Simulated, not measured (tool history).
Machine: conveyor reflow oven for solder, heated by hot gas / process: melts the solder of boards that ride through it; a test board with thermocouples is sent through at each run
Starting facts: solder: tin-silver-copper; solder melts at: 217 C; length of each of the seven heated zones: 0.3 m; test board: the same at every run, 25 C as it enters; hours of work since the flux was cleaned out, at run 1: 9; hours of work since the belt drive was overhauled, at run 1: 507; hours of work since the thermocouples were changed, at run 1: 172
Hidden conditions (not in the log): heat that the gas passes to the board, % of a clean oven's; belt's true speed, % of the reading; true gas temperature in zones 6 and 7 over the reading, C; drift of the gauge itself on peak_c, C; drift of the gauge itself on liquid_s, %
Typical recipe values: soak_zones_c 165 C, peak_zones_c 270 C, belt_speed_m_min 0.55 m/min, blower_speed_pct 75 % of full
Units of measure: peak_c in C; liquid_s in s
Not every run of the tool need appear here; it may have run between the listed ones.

run	hour	soak_zones_c	peak_zones_c	belt_speed_m_min	blower_speed_pct	hours of work since the flux was cleaned out	hours of work since the belt drive was overhauled	hours of work since the thermocouples were changed	peak_c	liquid_s
1	0	165	270	0.55	75	9	507	172	253.9	48.9
2	9.6	165	270	0.55	75	13	512	176	253.6	48.9
3	14.8	165	270	0.55	75	16	514	179	254.7	48.4
4	19.6	165	270	0.55	75	18	516	181	254.5	48.1
5	26.2	165	270	0.55	75	21	519	184	254.1	48.1
6	32.8	165	270	0.55	75	24	522	187	253.7	48.5
7	41.5	165	270	0.55	75	28	526	191	253.9	48
8	47.5	165	270	0.55	75	31	529	194	253.1	48.3
9	54.2	165	270	0.55	56	34	532	197	245.9	41.5
10	63.4	165	270	0.55	56	38	537	202	246.7	41.7
11	67.3	165	270	0.55	56	40	539	204	246.9	42.1
12	77.1	165	270	0.55	56	45	543	208	246.1	41.7
13	81.3	165	270	0.55	56	47	545	210	246.3	41.4
14	88.7	165	270	0.55	56	50	549	214	247.7	41.4
15	95.6	162	270	0.55	56	54	552	217	245.6	40.1
16	99.6	163	279	0.637	76	55	554	219	257.1	41.7
17	106.6	163	279	0.637	76	59	557	222	256.1	41.5
18	111.5	165	260	0.59	75	61	559	224	242.7	37.4
19	121	165	261	0.495	87	65	564	229	250.9	53.7
20	130.3	165	261	0.495	87	70	568	233	251.8	54.1
21	139.4	173	284	0.591	75	74	572	237	265	52.4
22	144.8	173	284	0.659	63	77	575	240	255.5	41.2
23	152.9	160	270	0.462	75	80	579	244	258.9	61
24	162.5	160	270	0.653	81	85	583	248	249	35.9
25	169.1	153	264	0.549	81	88	586	251	248.8	41.9
26	173.4	153	264	0.645	58	90	588	253	232.4	21.1
27	178.1	176	269	0.517	71	92	590	255	255.7	56
28	183.5	176	283	0.452	50	95	593	258	263.8	68.1
29	189	176	283	0.452	50	97	595	260	263.5	69
30	195.4	176	283	0.452	50	100	598	263	265.3	68.7

Same runs, no hidden state in the tool, same run-to-run variation:
run	peak_c	liquid_s
1	253.8	48.2
2	253.6	48.3
3	254.7	47.8
4	254.4	47.5
5	254.2	47.5
6	253.7	47.9
7	254	47.4
8	253.3	47.7
9	245.9	41
10	246.7	41.2
11	246.9	41.5
12	246.2	41.2
13	246.4	40.9
14	247.8	40.9
15	245.7	39.7
16	257.5	41.4
17	256.5	41.2
18	243.1	37.2
19	251.3	53.4
20	252.3	53.8
21	265.5	51.9
22	255.9	41
23	259.5	60.6
24	249.8	36
25	249.5	42
26	233	21.4
27	256.3	55.6
28	264.2	67.4
29	263.9	68.2
30	265.7	67.9

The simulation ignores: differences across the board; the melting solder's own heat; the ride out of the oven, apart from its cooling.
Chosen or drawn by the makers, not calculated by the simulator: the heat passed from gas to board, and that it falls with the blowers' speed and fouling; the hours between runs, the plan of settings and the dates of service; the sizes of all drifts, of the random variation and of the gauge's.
